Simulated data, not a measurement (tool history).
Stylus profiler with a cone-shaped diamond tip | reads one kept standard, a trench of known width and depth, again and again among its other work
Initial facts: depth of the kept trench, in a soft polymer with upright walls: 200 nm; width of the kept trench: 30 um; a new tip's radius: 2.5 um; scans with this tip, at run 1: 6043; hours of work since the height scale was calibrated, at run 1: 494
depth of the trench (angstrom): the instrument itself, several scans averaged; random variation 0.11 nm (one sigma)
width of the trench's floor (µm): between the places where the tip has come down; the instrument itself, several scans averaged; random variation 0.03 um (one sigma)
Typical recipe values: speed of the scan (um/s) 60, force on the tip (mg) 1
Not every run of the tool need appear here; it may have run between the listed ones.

run   hour  speed of the scan (um/s)  force on the tip (mg)  scans with this tip  hours of work since the height scale was calibrated  depth of the trench (angstrom)  width of the trench's floor (µm)
  1      0                        60                      1                 6043                                                  494                          2014.4                             27.56
  2   19.2                        60                      1                 6137                                                  502                          2016.3                             27.59
  3   49.6                        60                      1                 6288                                                  515                          2015.6                             27.56
  4   77.2                        60                   0.54                 6424                                                  526                          2010.2                             27.42
  5  110.1                       207                      1                 6586                                                  539                          2014.5                             26.43
  6  128.7                       207                   0.44                 6678                                                  546                          2010.9                             25.61
  7  162.1                        16                      1                 6843                                                  560                          2014.5                              27.9
  8  191.7                        16                      1                 6989                                                  572                          2014.8                             27.89
  9  220.7                        16                      1                 7132                                                  584                          2016.6                             27.97
 10  248.5                        16                      1                 7270                                                  595                          2016.1                             27.87
 11  271.3                       201                      1                 7382                                                  604                          2013.9                             26.49
 12  301.5                       201                      1                 7531                                                  616                          2014.3                             26.48
 13  335.5                        60                      1                 7699                                                  630                            2017                             27.57
 14  359.2                        16                   0.82                 7816                                                  640                          2015.4                              27.9
 15  397.5                       113                   0.48                 8005                                                  655                          2009.3                              26.8
 16  422.9                       113                   0.48                 8131                                                  665                          2008.7                             26.76
 17  459.9                       113                   0.48                 8314                                                  680                          2007.5                             26.75
 18  476.1                        29                    0.9                 8393                                                  687                          2012.7                             27.75
 19  512.1                        92                   1.64                 8571                                                  701                          2019.6                             27.48
 20  550.5                        92                   1.64                 8761                                                  717                          2022.4                             27.46
 21  583.6                        92                   1.64                 8924                                                  730                          2021.3                             27.46
 22  600.9                       103                   1.73                 9010                                                  737                          2021.9                             27.41
 23  616.4                       156                   2.68                 9086                                                  744                          2028.8                             27.31
 24  646.9                       156                   2.68                 9237                                                  756                          2030.6                             27.24
 25  679.5                        20                   1.13                 9398                                                  769                          2014.4                             27.86
 26  716.6                        52                      1                 9581                                                  784                          2015.6                              27.6

Predict each of these 5 candidate next runs independently; none follows another, all start after run 26:
  A   751                        60                    2.1                 9751                                                  798                               ?                                 ?
  B   751                        20                   0.38                 9751                                                  798                               ?                                 ?
  C   751                        60                   0.42                 9751                                                  798                               ?                                 ?
  D   751                        27                   1.23                 9751                                                  798                               ?                                 ?
  E   751                        52                   1.49                 9751                                                  798                               ?                                 ?

run  depth of the trench (angstrom)  width of the trench's floor (µm)
  A                          2025.1                             27.65
  B                          2008.5                             27.79
  C                          2009.3                             27.35
  D                          2018.8                             27.83
  E                          2019.9                             27.75
Had the tool no hidden state, the same runs would have come out as:
run  depth of the trench (angstrom)  width of the trench's floor (µm)
  A                          2025.2                             27.66
  B                          2008.6                             27.79
  C                          2009.3                             27.36
  D                          2018.9                             27.84
  E                          2019.9                             27.76

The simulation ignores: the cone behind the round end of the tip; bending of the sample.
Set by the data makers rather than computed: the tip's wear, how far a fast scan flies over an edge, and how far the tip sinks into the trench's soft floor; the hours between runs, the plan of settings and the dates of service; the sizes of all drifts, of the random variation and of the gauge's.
